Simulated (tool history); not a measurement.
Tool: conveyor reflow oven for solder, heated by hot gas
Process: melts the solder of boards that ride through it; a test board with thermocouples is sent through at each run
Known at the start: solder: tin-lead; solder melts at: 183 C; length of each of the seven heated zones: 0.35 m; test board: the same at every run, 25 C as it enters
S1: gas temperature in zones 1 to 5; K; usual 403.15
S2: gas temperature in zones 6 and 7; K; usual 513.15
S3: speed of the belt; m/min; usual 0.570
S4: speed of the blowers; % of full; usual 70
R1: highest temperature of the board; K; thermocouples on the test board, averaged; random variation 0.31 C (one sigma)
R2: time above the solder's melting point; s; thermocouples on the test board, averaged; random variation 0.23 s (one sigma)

| run | day | S1 | S2 | S3 | S4 | R1 | R2 |
|---|---|---|---|---|---|---|---|
| 1 | 0.000 | 403.15 | 513.15 | 0.570 | 70 | 494.05 | 55.7 |
| 2 | 2.596 | 403.15 | 513.15 | 0.570 | 70 | 494.05 | 55.5 |
| 3 | 5.933 | 403.15 | 502.15 | 0.570 | 70 | 484.05 | 47.6 |
| 4 | 9.621 | 403.15 | 502.15 | 0.570 | 70 | 484.45 | 47.6 |
| 5 | 13.446 | 403.15 | 513.15 | 0.570 | 70 | 492.75 | 54.8 |
|  | 14.104 | belt drive overhauled, speed set with a stopwatch |
| 6 | 16.821 | 403.15 | 513.15 | 0.570 | 70 | 491.45 | 52.5 |
| 7 | 20.171 | 403.15 | 513.15 | 0.570 | 70 | 491.55 | 52.9 |
|  | 21.929 | flux residue cleaned out of gas plates and filters |
|  | 23.783 | thermocouples of zones 6 and 7 changed |
| 8 | 24.267 | 403.15 | 513.15 | 0.570 | 56 | 489.85 | 51.3 |
| 9 | 26.167 | 403.15 | 513.15 | 0.570 | 56 | 489.15 | 51.3 |
| 10 | 28.362 | 403.15 | 509.15 | 0.570 | 70 | 488.75 | 51.2 |
| 11 | 31.450 | 403.15 | 509.15 | 0.570 | 70 | 488.95 | 50.6 |
| 12 | 34.146 | 403.15 | 509.15 | 0.570 | 70 | 488.45 | 50.4 |
| 13 | 37.279 | 403.15 | 509.15 | 0.570 | 70 | 487.65 | 50.0 |
| 14 | 39.588 | 394.15 | 502.15 | 0.595 | 50 | 473.95 | 29.7 |
| 15 | 42.629 | 417.15 | 508.15 | 0.679 | 53 | 479.85 | 37.0 |
|  | 43.933 | flux residue cleaned out of gas plates and filters |
| 16 | 46.358 | 417.15 | 508.15 | 0.679 | 53 | 482.05 | 41.0 |
| 17 | 49.367 | 403.15 | 516.15 | 0.546 | 70 | 498.35 | 61.3 |
| 18 | 52.779 | 403.15 | 513.15 | 0.504 | 70 | 498.15 | 66.4 |
| 19 | 56.200 | 416.15 | 517.15 | 0.570 | 70 | 499.35 | 63.3 |

Run 20 comes next. What will it give?
| 20 | 59.133 | 416.15 | 517.15 | 0.570 | 70 | ? | ? |

{"run 20": {"R1": 498.95, "R2": 63.1}}
Without the tool's hidden state the same run would have given R1 498.55 K, R2 62.2 s.
